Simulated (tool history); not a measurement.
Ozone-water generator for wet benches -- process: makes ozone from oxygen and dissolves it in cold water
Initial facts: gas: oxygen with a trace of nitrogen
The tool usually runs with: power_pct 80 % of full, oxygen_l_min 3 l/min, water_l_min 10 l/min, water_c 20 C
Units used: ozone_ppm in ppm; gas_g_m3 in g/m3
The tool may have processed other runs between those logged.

run    hour  power_pct  oxygen_l_min  water_l_min  water_c  ozone_ppm  gas_g_m3
  1       0         80             3           10       20         32     265.6
  2      33         80             3           10       20       31.4     266.6
  3    85.3         80          2.29           10       20       29.7     287.5
  4   120.1         80             3           10       20       31.3       267
  5   165.2         80             3           10       20       31.5     266.2
  6   219.4         84             3           10       20       33.1     273.6
  7   264.6         84             3           10       20       32.4     275.5
  8   294.5         80             3           10       20         32     266.6
  9   360.7         80             3           10       20       31.6     265.8
 10   398.1         80             3           10       20       31.7     262.4
 11   427.2         80             3           10       20       31.2     265.4
 12   489.8         80             3           10       20       31.6     265.8
 13   552.5         80             3           10       20       31.7     268.4
 14   602.4         80             3           10       20       31.4     267.7
 15   641.7         80             3           10       20       31.6     264.9
 16   705.3         80             3           10       20       31.9     263.7
 17   746.9         80             3           10       20       31.8     264.3
 18     806         80          3.62           10       26       29.5     248.4
 19   869.6         47             3           10       20         21     174.7
 20     902         80           2.8           10       20       30.9     270.2
 21   959.7         80          1.53           13       20       21.1     328.3
 22  1014.4         51             3            8       13       29.1     186.6
 23  1073.7         91             3            9       26       32.8     290.9
 24    1126         89             3           10       20       33.9     284.1
 25  1179.1         89             3           10       20       34.3     287.5
 26  1226.1         74          3.87           11       23       27.7     229.6
 27  1256.6         74          2.64           10       16       30.4     260.9

Each row is a separate what-if for the run after 27, all from the same tool condition, not one after another. Results?
     1282.1  -- contactor cleaned
  A  1320         80          3.36           14       16          ?         ?
     1282.1  -- contactor cleaned
  B  1320         74          2.84           10       16          ?         ?
     1282.1  -- contactor cleaned
  C  1320         74          5.11           14       16          ?         ?

run  ozone_ppm  gas_g_m3
  A       27.2     255.9
  B       31.4       252
  C         28     213.2
Had the tool no hidden state, the same runs would have come out as:
run  ozone_ppm  gas_g_m3
  A       27.2       256
  B       31.4       252
  C         28     213.2
